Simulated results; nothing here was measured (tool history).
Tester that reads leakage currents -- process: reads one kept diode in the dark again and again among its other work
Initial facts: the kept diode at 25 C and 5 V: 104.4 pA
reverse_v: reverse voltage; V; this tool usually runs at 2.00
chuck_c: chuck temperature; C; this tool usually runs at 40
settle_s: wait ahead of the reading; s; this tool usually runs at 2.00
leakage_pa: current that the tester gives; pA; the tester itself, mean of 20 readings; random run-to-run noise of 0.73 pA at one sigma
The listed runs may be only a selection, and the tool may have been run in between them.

run 1 hour=0.0 | reverse_v=2.00 chuck_c=40 settle_s=2.00 | leakage_pa=241.46
run 2 hour=36.7 | reverse_v=3.83 chuck_c=40 settle_s=2.00 | leakage_pa=355.24
run 3 hour=104.0 | reverse_v=3.83 chuck_c=40 settle_s=2.00 | leakage_pa=356.52
run 4 hour=172.5 | reverse_v=3.83 chuck_c=40 settle_s=2.00 | leakage_pa=357.78
run 5 hour=244.8 | reverse_v=3.83 chuck_c=40 settle_s=2.00 | leakage_pa=356.52
run 6 hour=315.8 | reverse_v=2.00 chuck_c=40 settle_s=2.00 | leakage_pa=241.17
run 7 hour=387.4 | reverse_v=2.00 chuck_c=40 settle_s=2.00 | leakage_pa=241.65
run 8 hour=441.7 | reverse_v=2.00 chuck_c=40 settle_s=2.00 | leakage_pa=240.98
run 9 hour=487.2 | reverse_v=1.48 chuck_c=40 settle_s=2.00 | leakage_pa=201.85
run 10 hour=557.9 | reverse_v=1.48 chuck_c=40 settle_s=2.00 | leakage_pa=201.49
run 11 hour=625.4 | reverse_v=1.48 chuck_c=40 settle_s=2.00 | leakage_pa=201.45
run 12 hour=692.5 | reverse_v=2.00 chuck_c=25 settle_s=2.00 | leakage_pa=61.05
-- hour=754.5 chuck's temperature calibrated
run 13 hour=754.9 | reverse_v=2.00 chuck_c=40 settle_s=2.00 | leakage_pa=242.33
run 14 hour=819.0 | reverse_v=2.00 chuck_c=40 settle_s=2.00 | leakage_pa=241.04
run 15 hour=870.4 | reverse_v=2.00 chuck_c=40 settle_s=2.00 | leakage_pa=241.55
run 16 hour=926.8 | reverse_v=2.00 chuck_c=40 settle_s=2.00 | leakage_pa=241.54
run 17 hour=968.8 | reverse_v=2.00 chuck_c=40 settle_s=2.00 | leakage_pa=239.73
run 18 hour=1016.8 | reverse_v=2.00 chuck_c=40 settle_s=2.00 | leakage_pa=241.39
run 19 hour=1090.6 | reverse_v=2.07 chuck_c=35 settle_s=2.22 | leakage_pa=158.06
run 20 hour=1136.0 | reverse_v=9.22 chuck_c=27 settle_s=1.80 | leakage_pa=184.79
run 21 hour=1216.9 | reverse_v=9.22 chuck_c=27 settle_s=1.80 | leakage_pa=184.88
run 22 hour=1263.9 | reverse_v=4.93 chuck_c=40 settle_s=0.32 | leakage_pa=417.23
run 23 hour=1305.2 | reverse_v=9.09 chuck_c=40 settle_s=0.34 | leakage_pa=600.48
run 24 hour=1360.4 | reverse_v=8.32 chuck_c=40 settle_s=2.00 | leakage_pa=563.89
run 25 hour=1417.9 | reverse_v=2.36 chuck_c=28 settle_s=0.89 | leakage_pa=90.04
run 26 hour=1495.4 | reverse_v=1.27 chuck_c=38 settle_s=3.01 | leakage_pa=154.57
run 27 hour=1533.8 | reverse_v=1.27 chuck_c=38 settle_s=3.01 | leakage_pa=154.48
run 28 hour=1569.7 | reverse_v=2.83 chuck_c=39 settle_s=3.73 | leakage_pa=273.19
run 29 hour=1615.1 | reverse_v=2.00 chuck_c=21 settle_s=0.91 | leakage_pa=41.74
run 30 hour=1682.0 | reverse_v=2.00 chuck_c=21 settle_s=0.40 | leakage_pa=42.66
run 31 hour=1729.4 | reverse_v=2.00 chuck_c=21 settle_s=0.40 | leakage_pa=42.81
run 32 hour=1782.3 | reverse_v=2.00 chuck_c=21 settle_s=0.40 | leakage_pa=42.89
run 33 hour=1850.2 | reverse_v=4.43 chuck_c=40 settle_s=2.00 | leakage_pa=389.59
run 34 hour=1932.4 | reverse_v=18.89 chuck_c=40 settle_s=7.16 | leakage_pa=918.41
run 35 hour=1976.1 | reverse_v=10.34 chuck_c=34 settle_s=2.00 | leakage_pa=375.09

Below are 5 alternative next runs, each starting from the tool's condition after run 35. Predict each:
run A hour=2052.7 | reverse_v=5.62 chuck_c=34 settle_s=2.00 | leakage_pa=?
run B hour=2052.7 | reverse_v=19.74 chuck_c=27 settle_s=2.00 | leakage_pa=?
run C hour=2052.7 | reverse_v=5.05 chuck_c=44 settle_s=1.23 | leakage_pa=?
run D hour=2052.7 | reverse_v=9.29 chuck_c=60 settle_s=0.36 | leakage_pa=?
run E hour=2052.7 | reverse_v=2.00 chuck_c=50 settle_s=2.00 | leakage_pa=?

run=A leakage_pa=261.66
run=B leakage_pa=290.63
run=C leakage_pa=593.53
run=D leakage_pa=3132.75
run=E leakage_pa=565.72
Stripped of hidden state, with their random variation kept, the same runs would have yielded:
run=A leakage_pa=261.50
run=B leakage_pa=290.42
run=C leakage_pa=593.19
run=D leakage_pa=3131.15
run=E leakage_pa=565.40
